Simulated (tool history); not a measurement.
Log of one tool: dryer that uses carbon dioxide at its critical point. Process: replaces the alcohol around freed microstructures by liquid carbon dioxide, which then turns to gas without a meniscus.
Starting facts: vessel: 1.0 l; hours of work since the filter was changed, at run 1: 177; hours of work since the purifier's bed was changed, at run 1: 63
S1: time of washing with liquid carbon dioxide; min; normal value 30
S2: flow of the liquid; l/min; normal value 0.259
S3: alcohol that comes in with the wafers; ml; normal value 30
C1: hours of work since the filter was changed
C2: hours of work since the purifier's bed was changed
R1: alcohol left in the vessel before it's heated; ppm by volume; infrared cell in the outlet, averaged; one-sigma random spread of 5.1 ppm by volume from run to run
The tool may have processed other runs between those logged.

run   hour  S1     S2   S3   C1   C2    R1
  1    0.0  30  0.259   30  177   63   103
  2   17.6  30  0.259   30  190   75    94
  3   26.2  30  0.259   30  196   82   109
  4   37.9  30  0.259  101  205   90   317
  5   49.5  30  0.185   30  213   98   452
  6   62.5  30  0.185   30  222  108   477
      78.9  -- inlet filter changed
  7   81.4  30  0.259   30    2  121    88
  8   89.2  30  0.259   30    7  126    86
  9   99.7  30  0.259   30   15  134    87
 10  110.3  24  0.259   22   23  141   179
 11  127.8  21  0.259   30   35  154   421
 12  136.2  26  0.259   93   41  160   457
 13  154.7  23  0.165   35   54  173  1633
 14  170.2  19  0.393   76   66  184   275
 15  179.6  18  0.270   61   72  191  1355
 16  194.6  25  0.363   46   83  202    99
 17  211.4  21  0.419  101   95  214   175

Consider 5 possible next runs. They are alternatives, not a sequence: every one starts from the tool as it was left by run 17. What does each give?
  A  220.4  27  0.419  101  102  220   ?
  B  220.4  20  0.179   28  102  220   ?
  C  220.4  30  0.387   33  102  220   ?
  D  220.4  27  0.254  101  102  220   ?
  E  220.4  21  0.323   84  102  220   ?

run    R1
  A    72
  B  1658
  C    60
  D   531
  E   497
What these runs would have given with no unlogged condition in the tool:
run    R1
  A    14
  B  1396
  C    10
  D   369
  E   348
